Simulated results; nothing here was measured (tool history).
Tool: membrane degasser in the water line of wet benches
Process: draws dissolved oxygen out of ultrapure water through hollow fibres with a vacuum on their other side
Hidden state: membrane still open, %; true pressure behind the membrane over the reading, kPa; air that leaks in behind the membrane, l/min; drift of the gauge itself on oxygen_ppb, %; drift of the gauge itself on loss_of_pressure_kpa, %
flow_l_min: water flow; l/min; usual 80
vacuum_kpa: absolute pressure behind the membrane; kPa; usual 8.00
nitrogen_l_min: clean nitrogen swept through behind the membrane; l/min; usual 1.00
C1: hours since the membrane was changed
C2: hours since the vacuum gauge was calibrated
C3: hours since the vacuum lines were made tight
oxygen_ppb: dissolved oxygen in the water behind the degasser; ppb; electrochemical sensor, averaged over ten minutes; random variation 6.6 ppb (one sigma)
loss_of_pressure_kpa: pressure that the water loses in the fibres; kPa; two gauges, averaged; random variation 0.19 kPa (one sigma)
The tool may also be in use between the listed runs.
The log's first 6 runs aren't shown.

run 7 day=51.100 | flow_l_min=87 vacuum_kpa=8.00 nitrogen_l_min=1.00 | C1=3399 C2=2304 C3=2581 | oxygen_ppb=880.9 loss_of_pressure_kpa=47.11
run 8 day=57.229 | flow_l_min=80 vacuum_kpa=8.45 nitrogen_l_min=1.00 | C1=3546 C2=2451 C3=2728 | oxygen_ppb=865.2 loss_of_pressure_kpa=43.15
run 9 day=65.254 | flow_l_min=80 vacuum_kpa=9.81 nitrogen_l_min=1.00 | C1=3739 C2=2644 C3=2921 | oxygen_ppb=1013.0 loss_of_pressure_kpa=43.68
run 10 day=72.454 | flow_l_min=80 vacuum_kpa=9.81 nitrogen_l_min=1.00 | C1=3912 C2=2816 C3=3094 | oxygen_ppb=1025.9 loss_of_pressure_kpa=43.84
run 11 day=78.750 | flow_l_min=80 vacuum_kpa=8.00 nitrogen_l_min=1.00 | C1=4063 C2=2967 C3=3245 | oxygen_ppb=827.3 loss_of_pressure_kpa=43.54
run 12 day=86.008 | flow_l_min=80 vacuum_kpa=8.00 nitrogen_l_min=1.00 | C1=4237 C2=3142 C3=3419 | oxygen_ppb=827.0 loss_of_pressure_kpa=43.72
run 13 day=92.021 | flow_l_min=65 vacuum_kpa=8.00 nitrogen_l_min=1.00 | C1=4382 C2=3286 C3=3563 | oxygen_ppb=695.9 loss_of_pressure_kpa=35.52
run 14 day=102.150 | flow_l_min=72 vacuum_kpa=8.00 nitrogen_l_min=1.00 | C1=4625 C2=3529 C3=3806 | oxygen_ppb=761.7 loss_of_pressure_kpa=39.48
run 15 day=107.971 | flow_l_min=72 vacuum_kpa=8.00 nitrogen_l_min=1.00 | C1=4764 C2=3669 C3=3946 | oxygen_ppb=765.5 loss_of_pressure_kpa=39.28
run 16 day=116.904 | flow_l_min=57 vacuum_kpa=18.77 nitrogen_l_min=1.00 | C1=4979 C2=3883 C3=4160 | oxygen_ppb=1516.9 loss_of_pressure_kpa=31.29
run 17 day=122.058 | flow_l_min=57 vacuum_kpa=18.77 nitrogen_l_min=1.00 | C1=5102 C2=4007 C3=4284 | oxygen_ppb=1520.9 loss_of_pressure_kpa=31.57
-- day=127.342 seals of the vacuum lines changed
run 18 day=130.396 | flow_l_min=95 vacuum_kpa=16.32 nitrogen_l_min=0.41 | C1=5300 C2=4205 C3=73 | oxygen_ppb=2809.4 loss_of_pressure_kpa=53.25
run 19 day=139.671 | flow_l_min=68 vacuum_kpa=8.63 nitrogen_l_min=1.00 | C1=5523 C2=4428 C3=296 | oxygen_ppb=801.0 loss_of_pressure_kpa=38.10
run 20 day=148.883 | flow_l_min=123 vacuum_kpa=8.00 nitrogen_l_min=2.70 | C1=5744 C2=4649 C3=517 | oxygen_ppb=877.2 loss_of_pressure_kpa=68.72
-- day=149.800 vacuum gauge calibrated
run 21 day=159.350 | flow_l_min=123 vacuum_kpa=8.00 nitrogen_l_min=2.70 | C1=5995 C2=229 C3=768 | oxygen_ppb=882.8 loss_of_pressure_kpa=68.86
run 22 day=165.404 | flow_l_min=65 vacuum_kpa=6.75 nitrogen_l_min=0.79 | C1=6140 C2=374 C3=913 | oxygen_ppb=628.3 loss_of_pressure_kpa=36.62
run 23 day=173.908 | flow_l_min=73 vacuum_kpa=10.73 nitrogen_l_min=1.00 | C1=6344 C2=579 C3=1117 | oxygen_ppb=1058.9 loss_of_pressure_kpa=41.33
run 24 day=178.483 | flow_l_min=73 vacuum_kpa=10.73 nitrogen_l_min=1.31 | C1=6454 C2=688 C3=1227 | oxygen_ppb=934.9 loss_of_pressure_kpa=41.35
run 25 day=185.529 | flow_l_min=66 vacuum_kpa=17.62 nitrogen_l_min=1.23 | C1=6623 C2=857 C3=1396 | oxygen_ppb=1411.9 loss_of_pressure_kpa=37.52
run 26 day=191.133 | flow_l_min=101 vacuum_kpa=12.99 nitrogen_l_min=1.23 | C1=6758 C2=992 C3=1530 | oxygen_ppb=1515.3 loss_of_pressure_kpa=57.52
run 27 day=200.833 | flow_l_min=101 vacuum_kpa=12.99 nitrogen_l_min=1.23 | C1=6990 C2=1225 C3=1763 | oxygen_ppb=1500.7 loss_of_pressure_kpa=57.66
run 28 day=207.704 | flow_l_min=80 vacuum_kpa=8.00 nitrogen_l_min=1.54 | C1=7155 C2=1390 C3=1928 | oxygen_ppb=704.4 loss_of_pressure_kpa=45.89
run 29 day=215.462 | flow_l_min=80 vacuum_kpa=8.00 nitrogen_l_min=1.54 | C1=7342 C2=1576 C3=2114 | oxygen_ppb=704.7 loss_of_pressure_kpa=45.95
run 30 day=224.067 | flow_l_min=80 vacuum_kpa=8.00 nitrogen_l_min=1.26 | C1=7548 C2=1782 C3=2321 | oxygen_ppb=783.3 loss_of_pressure_kpa=46.06

Forecast each of these 5 alternatives for the next run:
run A day=228.525 | flow_l_min=103 vacuum_kpa=8.00 nitrogen_l_min=1.39 | C1=7655 C2=1889 C3=2428 | oxygen_ppb=? loss_of_pressure_kpa=?
run B day=228.525 | flow_l_min=80 vacuum_kpa=5.42 nitrogen_l_min=2.96 | C1=7655 C2=1889 C3=2428 | oxygen_ppb=? loss_of_pressure_kpa=?
run C day=228.525 | flow_l_min=94 vacuum_kpa=6.23 nitrogen_l_min=1.05 | C1=7655 C2=1889 C3=2428 | oxygen_ppb=? loss_of_pressure_kpa=?
run D day=228.525 | flow_l_min=80 vacuum_kpa=19.14 nitrogen_l_min=1.00 | C1=7655 C2=1889 C3=2428 | oxygen_ppb=? loss_of_pressure_kpa=?
run E day=228.525 | flow_l_min=61 vacuum_kpa=8.00 nitrogen_l_min=1.00 | C1=7655 C2=1889 C3=2428 | oxygen_ppb=? loss_of_pressure_kpa=?

run=A oxygen_ppb=967.3 loss_of_pressure_kpa=59.60
run=B oxygen_ppb=409.9 loss_of_pressure_kpa=46.38
run=C oxygen_ppb=760.9 loss_of_pressure_kpa=54.26
run=D oxygen_ppb=1978.7 loss_of_pressure_kpa=46.38
run=E oxygen_ppb=658.8 loss_of_pressure_kpa=35.03
Without the tool's hidden state the same runs would have given:
run=A oxygen_ppb=839.5 loss_of_pressure_kpa=52.72
run=B oxygen_ppb=307.4 loss_of_pressure_kpa=41.02
run=C oxygen_ppb=641.4 loss_of_pressure_kpa=47.98
run=D oxygen_ppb=1907.9 loss_of_pressure_kpa=41.03
run=E oxygen_ppb=591.7 loss_of_pressure_kpa=30.97
